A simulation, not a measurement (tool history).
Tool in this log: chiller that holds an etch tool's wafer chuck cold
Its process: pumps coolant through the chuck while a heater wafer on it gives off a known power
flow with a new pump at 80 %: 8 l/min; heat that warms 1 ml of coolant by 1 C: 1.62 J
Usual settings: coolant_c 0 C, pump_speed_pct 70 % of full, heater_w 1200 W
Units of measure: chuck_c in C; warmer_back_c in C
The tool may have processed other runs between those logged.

Run 1, hour 0.0: usual settings. Result: chuck_c 14.8 C, warmer_back_c 6.55 C.
Run 2, hour 18.7: usual settings. Result: chuck_c 14.9 C, warmer_back_c 6.58 C.
Run 3, hour 60.1: usual settings. Result: chuck_c 15.0 C, warmer_back_c 6.69 C.
Run 4, hour 93.1: usual settings but coolant_c 1 C. Result: chuck_c 15.8 C, warmer_back_c 6.70 C.
Run 5, hour 128.0: usual settings but pump_speed_pct 81 % of full. Result: chuck_c 13.1 C, warmer_back_c 5.62 C.
Run 6, hour 169.6: usual settings. Result: chuck_c 15.0 C, warmer_back_c 6.67 C.
Run 7, hour 202.3: usual settings. Result: chuck_c 15.0 C, warmer_back_c 6.61 C.
Run 8, hour 232.0: usual settings. Result: chuck_c 15.1 C, warmer_back_c 6.63 C.
Run 9, hour 263.8: usual settings. Result: chuck_c 14.8 C, warmer_back_c 6.64 C.
Run 10, hour 294.4: usual settings. Result: chuck_c 15.1 C, warmer_back_c 6.68 C.
Run 11, hour 315.8: usual settings. Result: chuck_c 15.1 C, warmer_back_c 6.64 C.
Run 12, hour 344.0: usual settings. Result: chuck_c 15.0 C, warmer_back_c 6.70 C.
Run 13, hour 385.0: usual settings. Result: chuck_c 15.3 C, warmer_back_c 6.69 C.
Run 14, hour 430.8: usual settings. Result: chuck_c 15.2 C, warmer_back_c 6.63 C.
Run 15, hour 452.5: usual settings. Result: chuck_c 15.1 C, warmer_back_c 6.69 C.
Run 16, hour 495.1: usual settings but pump_speed_pct 67 % of full. Result: chuck_c 15.7 C, warmer_back_c 7.04 C.
Run 17, hour 519.2: usual settings but pump_speed_pct 67 % of full. Result: chuck_c 15.9 C, warmer_back_c 6.98 C.
Run 18, hour 553.3: usual settings but coolant_c 6 C, pump_speed_pct 82 % of full, heater_w 750 W. Result: chuck_c 14.5 C, warmer_back_c 3.51 C.
Run 19, hour 575.3: usual settings but coolant_c 8 C, pump_speed_pct 86 % of full. Result: chuck_c 20.7 C, warmer_back_c 5.38 C.
Run 20, hour 600.3: usual settings but coolant_c -2 C, pump_speed_pct 77 % of full, heater_w 794 W. Result: chuck_c 7.4 C, warmer_back_c 4.01 C.
Run 21, hour 641.9: usual settings but pump_speed_pct 77 % of full, heater_w 1312 W. Result: chuck_c 15.6 C, warmer_back_c 6.61 C.
Run 22, hour 670.9: usual settings but pump_speed_pct 77 % of full, heater_w 1312 W. Result: chuck_c 15.6 C, warmer_back_c 6.55 C.
Run 23, hour 712.9: usual settings but pump_speed_pct 69 % of full, heater_w 951 W. Result: chuck_c 12.2 C, warmer_back_c 5.41 C.
Run 24, hour 734.5: usual settings but pump_speed_pct 78 % of full, heater_w 1500 W. Result: chuck_c 17.6 C, warmer_back_c 7.40 C.
Run 25, hour 772.2: usual settings but coolant_c -3 C, pump_speed_pct 87 % of full, heater_w 731 W. Result: chuck_c 5.1 C, warmer_back_c 3.30 C.
Run 26, hour 811.6: usual settings but coolant_c -9 C, pump_speed_pct 74 % of full, heater_w 857 W. Result: chuck_c 1.8 C, warmer_back_c 4.50 C.
Run 27, hour 840.4: usual settings but coolant_c 8 C, pump_speed_pct 98 % of full, heater_w 857 W. Result: chuck_c 16.4 C, warmer_back_c 3.36 C.
Run 28, hour 864.7: usual settings but coolant_c 2 C, pump_speed_pct 98 % of full, heater_w 830 W. Result: chuck_c 10.2 C, warmer_back_c 3.24 C.
Run 29, hour 904.2: usual settings but pump_speed_pct 88 % of full, heater_w 1164 W. Result: chuck_c 12.7 C, warmer_back_c 5.19 C.
Run 30, hour 938.7: usual settings but pump_speed_pct 88 % of full, heater_w 1164 W. Result: chuck_c 12.6 C, warmer_back_c 5.14 C.
Run 31, hour 960.2: usual settings but coolant_c 8 C, pump_speed_pct 88 % of full, heater_w 1208 W. Result: chuck_c 21.1 C, warmer_back_c 5.30 C.

Below are 5 alternative next runs, each starting from the tool's condition after run 31. Predict each:
Run A, hour 1002.1: usual settings but pump_speed_pct 95 % of full, heater_w 1075 W. Result: chuck_c ?, warmer_back_c ?.
Run B, hour 1002.1: usual settings but coolant_c -9 C, pump_speed_pct 100 % of full, heater_w 1401 W. Result: chuck_c ?, warmer_back_c ?.
Run C, hour 1002.1: usual settings but coolant_c 8 C, pump_speed_pct 81 % of full, heater_w 1227 W. Result: chuck_c ?, warmer_back_c ?.
Run D, hour 1002.1: usual settings but coolant_c 8 C, pump_speed_pct 91 % of full, heater_w 668 W. Result: chuck_c ?, warmer_back_c ?.
Run E, hour 1002.1: usual settings but coolant_c 7 C, pump_speed_pct 88 % of full, heater_w 1208 W. Result: chuck_c ?, warmer_back_c ?.

run  chuck_c  warmer_back_c
  A     10.9           4.30
  B      4.5           5.35
  C     22.3           5.88
  D     15.2           2.84
  E     20.1           5.28
The same runs, with their run-to-run variation unchanged, on a tool lacking any hidden condition would have given:
run  chuck_c  warmer_back_c
  A      9.0           4.07
  B      2.2           5.07
  C     19.9           5.58
  D     13.9           2.69
  E     17.9           5.00
